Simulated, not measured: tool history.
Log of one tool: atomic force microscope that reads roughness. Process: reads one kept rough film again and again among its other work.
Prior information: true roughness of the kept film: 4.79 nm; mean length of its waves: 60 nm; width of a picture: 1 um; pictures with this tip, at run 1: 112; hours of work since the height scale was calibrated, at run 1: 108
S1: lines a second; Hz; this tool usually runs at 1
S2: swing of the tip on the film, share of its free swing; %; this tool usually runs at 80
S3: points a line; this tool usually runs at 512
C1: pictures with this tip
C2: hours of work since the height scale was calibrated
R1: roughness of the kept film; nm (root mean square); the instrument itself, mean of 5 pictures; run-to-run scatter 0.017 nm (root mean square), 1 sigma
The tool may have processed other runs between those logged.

{"run": 1, "hour": 0.0, "S1": 1, "S2": 80, "S3": 512, "C1": 112, "C2": 108, "R1": 3.546}
{"run": 2, "hour": 13.2, "S1": 1, "S2": 80, "S3": 512, "C1": 137, "C2": 118, "R1": 3.426}
{"hour": 15.9, "done": "new tip fitted"}
{"run": 3, "hour": 27.0, "S1": 1, "S2": 80, "S3": 512, "C1": 21, "C2": 127, "R1": 4.007}
{"run": 4, "hour": 42.8, "S1": 1, "S2": 56, "S3": 512, "C1": 51, "C2": 139, "R1": 4.128}
{"run": 5, "hour": 52.3, "S1": 1, "S2": 80, "S3": 512, "C1": 70, "C2": 146, "R1": 3.746}
{"run": 6, "hour": 59.9, "S1": 1, "S2": 80, "S3": 512, "C1": 84, "C2": 152, "R1": 3.71}
{"run": 7, "hour": 69.6, "S1": 1, "S2": 80, "S3": 512, "C1": 102, "C2": 159, "R1": 3.62}
{"run": 8, "hour": 78.6, "S1": 1, "S2": 80, "S3": 512, "C1": 120, "C2": 166, "R1": 3.532}
{"hour": 90.5, "done": "new tip fitted"}
{"run": 9, "hour": 94.3, "S1": 1, "S2": 86, "S3": 512, "C1": 8, "C2": 177, "R1": 3.914}
{"run": 10, "hour": 104.5, "S1": 1, "S2": 80, "S3": 512, "C1": 27, "C2": 185, "R1": 3.936}
{"run": 11, "hour": 120.7, "S1": 1, "S2": 80, "S3": 512, "C1": 58, "C2": 197, "R1": 3.817}
{"run": 12, "hour": 136.3, "S1": 1, "S2": 66, "S3": 512, "C1": 88, "C2": 208, "R1": 3.854}
{"run": 13, "hour": 149.8, "S1": 1, "S2": 66, "S3": 512, "C1": 114, "C2": 218, "R1": 3.753}
{"run": 14, "hour": 159.4, "S1": 1.03, "S2": 82, "S3": 512, "C1": 132, "C2": 225, "R1": 3.432}

Estimate the outcome of run 15 from the log above:
{"hour": 164.3, "done": "new tip fitted"}
{"run": 15, "hour": 167.2, "S1": 1.61, "S2": 80, "S3": 512, "C1": 5, "C2": 231, "R1": "?"}

For run 15 the tool returned R1 3.869 nm (root mean square).
Minus the tool's unlogged condition, the same run would have read R1 3.914 nm (root mean square).
